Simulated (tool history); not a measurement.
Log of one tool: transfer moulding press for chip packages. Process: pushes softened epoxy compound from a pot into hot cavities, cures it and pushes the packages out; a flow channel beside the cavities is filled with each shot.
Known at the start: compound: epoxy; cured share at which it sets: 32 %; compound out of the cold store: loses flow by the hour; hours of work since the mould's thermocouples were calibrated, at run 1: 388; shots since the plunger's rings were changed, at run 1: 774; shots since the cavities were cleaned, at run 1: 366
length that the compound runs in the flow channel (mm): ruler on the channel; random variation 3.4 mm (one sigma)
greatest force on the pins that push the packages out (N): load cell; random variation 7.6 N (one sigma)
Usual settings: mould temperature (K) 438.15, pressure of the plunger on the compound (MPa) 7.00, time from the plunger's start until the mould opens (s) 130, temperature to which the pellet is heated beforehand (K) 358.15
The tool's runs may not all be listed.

run   hour  mould temperature (K)  pressure of the plunger on the compound (MPa)  time from the plunger's start until the mould opens (s)  temperature to which the pellet is heated beforehand (K)  hours of work since the mould's thermocouples were calibrated  shots since the plunger's rings were changed  shots since the cavities were cleaned  incoming compound's hours out of the cold store  length that the compound runs in the flow channel (mm)  greatest force on the pins that push the packages out (N)
  1    0.0                 438.15                                           7.00                                                      130                                                    358.15                                                            388                                           774                                    366                                             11.7                                                     869                                                        462
  2   21.6                 444.15                                           7.00                                                      130                                                    358.15                                                            399                                           942                                    534                                             30.1                                                     794                                                        401
      32.5  -- mould's thermocouples calibrated
  3   49.4                 444.15                                           7.00                                                      130                                                    358.15                                                              9                                          1142                                    734                                             37.5                                                     776                                                        443
      61.7  -- cavities cleaned with cleaning compound and waxed
  4   72.1                 438.15                                           7.00                                                      130                                                    358.15                                                             20                                          1306                                     81                                             15.6                                                     851                                                        361
  5   94.9                 438.15                                           7.00                                                      130                                                    358.15                                                             32                                          1483                                    258                                             29.0                                                     813                                                        412
  6  119.5                 438.15                                           7.00                                                      130                                                    358.15                                                             46                                          1673                                    448                                             40.3                                                     787                                                        429
  7  145.0                 438.15                                           7.00                                                      130                                                    358.15                                                             59                                          1871                                    646                                             21.4                                                     831                                                        495
  8  157.6                 438.15                                           7.00                                                      130                                                    358.15                                                             66                                          1968                                    743                                             43.9                                                     775                                                        485
     168.5  -- cavities cleaned with cleaning compound and waxed
  9  186.8                 438.15                                           7.00                                                      130                                                    358.15                                                             81                                          2183                                    142                                             16.3                                                     839                                                        380
 10  210.3                 438.15                                           7.00                                                      130                                                    355.15                                                             93                                          2365                                    324                                              8.2                                                     854                                                        454
 11  224.7                 438.15                                           7.00                                                      130                                                    355.15                                                            101                                          2476                                    435                                             40.3                                                     776                                                        457
 12  245.2                 438.15                                           7.00                                                      130                                                    355.15                                                            112                                          2635                                    594                                             38.8                                                     781                                                        489
 13  273.1                 438.15                                           7.00                                                      130                                                    356.15                                                            127                                          2851                                    810                                             26.9                                                     802                                                        528
     275.7  -- cavities cleaned with cleaning compound and waxed
 14  286.8                 438.15                                           7.00                                                      130                                                    356.15                                                            133                                          2946                                     86                                             25.8                                                     805                                                        381
 15  301.9                 438.15                                           7.00                                                      130                                                    356.15                                                            141                                          3063                                    203                                             33.2                                                     794                                                        405
 16  315.6                 438.15                                           7.00                                                      130                                                    356.15                                                            148                                          3169                                    309                                             41.0                                                     773                                                        424
 17  339.2                 438.15                                           5.44                                                      111                                                    358.15                                                            161                                          3352                                    492                                             46.5                                                     667                                                        578
 18  364.2                 440.15                                           6.12                                                      165                                                    358.15                                                            174                                          3546                                    686                                             27.9                                                     730                                                        454
 19  376.2                 440.15                                           6.12                                                      165                                                    358.15                                                            181                                          3639                                    779                                             20.5                                                     754                                                        453
     384.0  -- cavities cleaned with cleaning compound and waxed
 20  391.0                 440.15                                           6.12                                                      165                                                    358.15                                                            188                                          3741                                     54                                             38.8                                                     715                                                        303
 21  418.2                 440.15                                           6.12                                                      165                                                    358.15                                                            202                                          3952                                    265                                             43.5                                                     700                                                        374
 22  441.7                 440.15                                           5.73                                                      131                                                    358.15                                                            215                                          4134                                    447                                             10.0                                                     743                                                        444
 23  463.6                 438.15                                           7.00                                                      130                                                    361.15                                                            227                                          4304                                    617                                             34.8                                                     772                                                        481
 24  475.8                 432.15                                           7.00                                                      136                                                    358.15                                                            233                                          4398                                    711                                             28.4                                                     813                                                        633
     491.4  -- cavities cleaned with cleaning compound and waxed
 25  499.2                 438.15                                           5.90                                                      165                                                    351.15                                                            245                                          4569                                     61                                             12.9                                                     743                                                        322
 26  516.5                 433.15                                           6.65                                                      147                                                    367.15                                                            254                                          4702                                    194                                             12.1                                                     816                                                        442
 27  540.0                 446.15                                           5.71                                                      152                                                    350.15                                                            266                                          4885                                    377                                             42.9                                                     651                                                        394

Some steps in length that the compound runs in the flow channel (mm) between neighbouring runs. How much of each would the tool show without its hidden state too (settings, what came in, random variation), and how much is left for the hidden state, with any gauge scatter that isn't in both results?
The hidden state here: true mould temperature over the reading, C; pressure that reaches the compound, % of what is set; grip of the stained cavities, % over clean ones'; drift of the gauge itself on flow_mm, %; drift of the gauge itself on push_out_n, %.
Run 16 -> 17: pressure of the plunger on the compound (MPa) 7.00 -> 5.44, time from the plunger's start until the mould opens (s) 130 -> 111, temperature to which the pellet is heated beforehand (K) 356.15 -> 358.15. length that the compound runs in the flow channel (mm) -106: hidden state +2, all else -108.
Run 25 -> 26: mould temperature (K) 438.15 -> 433.15, pressure of the plunger on the compound (MPa) 5.90 -> 6.65, time from the plunger's start until the mould opens (s) 165 -> 147, temperature to which the pellet is heated beforehand (K) 351.15 -> 367.15. length that the compound runs in the flow channel (mm) +73: hidden state -6, all else +79.
Run 26 -> 27: mould temperature (K) 433.15 -> 446.15, pressure of the plunger on the compound (MPa) 6.65 -> 5.71, time from the plunger's start until the mould opens (s) 147 -> 152, temperature to which the pellet is heated beforehand (K) 367.15 -> 350.15. length that the compound runs in the flow channel (mm) -165: hidden state +9, all else -174.

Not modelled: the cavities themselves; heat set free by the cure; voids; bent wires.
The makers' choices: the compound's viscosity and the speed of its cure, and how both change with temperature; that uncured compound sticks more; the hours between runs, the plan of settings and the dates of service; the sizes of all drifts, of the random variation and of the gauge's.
